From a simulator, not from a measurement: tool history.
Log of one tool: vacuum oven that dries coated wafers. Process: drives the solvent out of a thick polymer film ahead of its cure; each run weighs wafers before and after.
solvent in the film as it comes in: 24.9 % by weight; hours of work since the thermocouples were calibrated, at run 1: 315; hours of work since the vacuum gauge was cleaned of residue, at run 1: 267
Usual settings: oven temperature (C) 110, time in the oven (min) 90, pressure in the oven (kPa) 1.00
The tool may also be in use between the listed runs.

run     day  oven temperature (C)  time in the oven (min)  pressure in the oven (kPa)  hours of work since the thermocouples were calibrated  hours of work since the vacuum gauge was cleaned of residue  solvent left in the film (%)
  1   0.000                   110                      90                        1.00                                                    315                                                          267                          3.45
  2   1.412                   110                      90                        1.00                                                    331                                                          284                          3.50
  3   2.729                   110                     152                        1.00                                                    347                                                          299                          1.37
  4   4.012                   110                     152                        0.73                                                    361                                                          314                          1.19
  5   5.288                   110                     152                        0.73                                                    376                                                          329                          1.23
  6   6.612                   120                      90                        1.00                                                    392                                                          344                          1.58
  7   8.058                   115                      90                        1.00                                                    408                                                          361                          2.37
  8   8.846                   110                      64                        1.00                                                    418                                                          370                          5.58
  9   9.808                   110                      64                        1.00                                                    429                                                          381                          5.72
 10  10.733                   110                      64                        1.00                                                    439                                                          392                          5.65
 11  11.742                   115                      90                        1.00                                                    451                                                          404                          2.43
 12  12.800                   115                      90                        1.00                                                    463                                                          416                          2.39
 13  13.721                   110                      90                        1.00                                                    474                                                          427                          3.44
 14  14.967                   110                      90                        1.00                                                    489                                                          441                          3.42
 15  15.642                   110                      90                        1.00                                                    496                                                          449                          3.50
 16  17.108                   110                      53                        1.00                                                    513                                                          466                          7.04
 17  17.717                   110                      53                        1.00                                                    521                                                          473                          6.90
 18  18.600                   108                     110                        1.29                                                    531                                                          483                          2.92
 19  19.967                    97                     148                        0.78                                                    547                                                          499                          3.88
 20  21.029                    97                      61                        1.06                                                    559                                                          512                         10.17
 21  22.283                   108                     146                        0.75                                                    574                                                          526                          1.61
 22  23.354                   115                     124                        3.81                                                    586                                                          539                          2.51
 23  24.571                   117                      77                        1.57                                                    600                                                          553                          2.88
 24  25.458                   117                      77                        1.57                                                    610                                                          563                          2.90
 25  26.967                   123                     121                        2.28                                                    628                                                          581                          1.04
 26  27.979                   111                     141                        3.53                                                    640                                                          592                          2.57

Measured less the same run without the tool's hidden state. The same run-to-run variation is in both; the gauge's scatter may not be:
The hidden state here: true wafer temperature over the reading, C; true pressure over the reading, kPa; drift of the gauge itself on solvent_pct, %.
run  solvent left in the film (%)
  1                         -0.12
  2                         -0.13
  3                         -0.04
  4                         -0.05
  5                         -0.05
  6                         -0.08
  7                         -0.11
  8                         -0.19
  9                         -0.20
 10                         -0.20
 11                         -0.11
 12                         -0.12
 13                         -0.16
 14                         -0.16
 15                         -0.16
 16                         -0.24
 17                         -0.23
 18                         -0.14
 19                         -0.18
 20                         -0.25
 21                         -0.08
 22                         -0.10
 23                         -0.16
 24                         -0.16
 25                         -0.02
 26                         -0.10
